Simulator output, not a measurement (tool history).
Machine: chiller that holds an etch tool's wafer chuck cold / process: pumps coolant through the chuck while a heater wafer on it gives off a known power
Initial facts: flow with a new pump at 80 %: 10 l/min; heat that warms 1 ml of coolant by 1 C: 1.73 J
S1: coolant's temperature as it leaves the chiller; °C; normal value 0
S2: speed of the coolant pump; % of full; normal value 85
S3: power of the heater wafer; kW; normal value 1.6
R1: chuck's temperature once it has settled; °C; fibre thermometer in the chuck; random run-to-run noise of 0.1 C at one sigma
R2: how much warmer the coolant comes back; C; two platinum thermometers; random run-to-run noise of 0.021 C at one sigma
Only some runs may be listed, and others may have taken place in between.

{"run": 1, "hour": 0.0, "S1": 0, "S2": 85, "S3": 1.6, "R1": 18.8, "R2": 5.22}
{"run": 2, "hour": 46.2, "S1": 0, "S2": 85, "S3": 1.6, "R1": 18.8, "R2": 5.22}
{"run": 3, "hour": 76.8, "S1": 0, "S2": 85, "S3": 1.6, "R1": 18.7, "R2": 5.21}
{"run": 4, "hour": 131.4, "S1": 0, "S2": 85, "S3": 1.6, "R1": 18.6, "R2": 5.17}
{"run": 5, "hour": 175.5, "S1": 0, "S2": 85, "S3": 1.6, "R1": 18.6, "R2": 5.18}
{"run": 6, "hour": 219.9, "S1": 0, "S2": 66, "S3": 1.6, "R1": 23.3, "R2": 6.77}
{"run": 7, "hour": 244.7, "S1": 0, "S2": 70, "S3": 0.936, "R1": 13, "R2": 3.72}
{"run": 8, "hour": 299.8, "S1": 0, "S2": 70, "S3": 0.936, "R1": 12.9, "R2": 3.75}
{"run": 9, "hour": 358.1, "S1": 0, "S2": 66, "S3": 1.033, "R1": 15, "R2": 4.35}
{"run": 10, "hour": 409.0, "S1": 0, "S2": 66, "S3": 1.033, "R1": 15.2, "R2": 4.38}
{"run": 11, "hour": 455.5, "S1": 0, "S2": 66, "S3": 1.033, "R1": 15.1, "R2": 4.35}

Below are 3 alternative next runs, each starting from the tool's condition after run 11. Predict each:
{"run": "A", "hour": 485.6, "S1": 9, "S2": 63, "S3": 0.967, "R1": "?", "R2": "?"}
{"run": "B", "hour": 485.6, "S1": -3, "S2": 65, "S3": 1.685, "R1": "?", "R2": "?"}
{"run": "C", "hour": 485.6, "S1": 8, "S2": 62, "S3": 1.231, "R1": "?", "R2": "?"}

run=A R1=23.8 R2=4.28
run=B R1=21.9 R2=7.24
run=C R1=27.1 R2=5.58
Take away the tool's hidden state, keep each run's random variation, and the runs would have read:
run=A R1=23.8 R2=4.28
run=B R1=21.9 R2=7.24
run=C R1=27.1 R2=5.58

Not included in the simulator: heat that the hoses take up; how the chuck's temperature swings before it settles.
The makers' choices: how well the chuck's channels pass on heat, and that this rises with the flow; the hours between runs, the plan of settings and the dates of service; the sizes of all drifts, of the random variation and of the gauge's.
